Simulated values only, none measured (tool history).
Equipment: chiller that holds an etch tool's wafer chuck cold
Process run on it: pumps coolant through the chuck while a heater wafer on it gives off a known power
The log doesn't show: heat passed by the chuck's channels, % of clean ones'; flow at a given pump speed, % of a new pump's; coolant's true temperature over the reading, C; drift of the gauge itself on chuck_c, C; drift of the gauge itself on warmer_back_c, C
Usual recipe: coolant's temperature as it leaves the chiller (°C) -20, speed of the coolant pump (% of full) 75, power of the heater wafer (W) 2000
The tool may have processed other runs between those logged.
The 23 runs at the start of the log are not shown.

| run | hour | coolant's temperature as it leaves the chiller (°C) | speed of the coolant pump (% of full) | power of the heater wafer (W) | hours since the coolant was changed and the channels were flushed | hours since the pump was overhauled | hours since the chiller's thermometer was calibrated | chuck's temperature once it has settled (°C) | how much warmer the coolant comes back (C) |
|---|---|---|---|---|---|---|---|---|---|
| 24 | 913.1 | -20 | 75 | 1985 | 4424 | 2785 | 948 | 9.3 | 8.96 |
| 25 | 958.9 | -20 | 81 | 2667 | 4470 | 2831 | 994 | 17 | 11.13 |
| 26 | 994.6 | -11 | 90 | 2000 | 4506 | 2867 | 1030 | 15 | 7.46 |
| 27 | 1033.1 | -20 | 75 | 2000 | 4544 | 2905 | 1068 | 9.6 | 9.03 |
| 28 | 1085 | -24 | 87 | 2000 | 4596 | 2957 | 1120 | 2.6 | 7.77 |
| 29 | 1124.3 | -17 | 68 | 1713 | 4635 | 2996 | 1160 | 10.1 | 8.52 |
| 30 | 1148.8 | -25 | 64 | 2026 | 4660 | 3021 | 1184 | 8.9 | 10.82 |
| 31 | 1182.7 | -25 | 64 | 2371 | 4694 | 3055 | 1218 | 14.3 | 12.67 |

Forecast each of these 3 alternatives for the next run:
| A | 1235.3 | -17 | 79 | 1170 | 4746 | 3107 | 1271 | ? | ? |
| B | 1235.3 | -27 | 84 | 2332 | 4746 | 3107 | 1271 | ? | ? |
| C | 1235.3 | -17 | 65 | 2621 | 4746 | 3107 | 1271 | ? | ? |

| run | chuck's temperature once it has settled (°C) | how much warmer the coolant comes back (C) |
|---|---|---|
| A | -0.4 | 4.98 |
| B | 5 | 9.47 |
| C | 26.2 | 13.8 |
Take away the tool's hidden state, keep each run's random variation, and the runs would have read:
| run | chuck's temperature once it has settled (°C) | how much warmer the coolant comes back (C) |
|---|---|---|
| A | -2 | 4.85 |
| B | 2 | 9.23 |
| C | 22.1 | 13.45 |
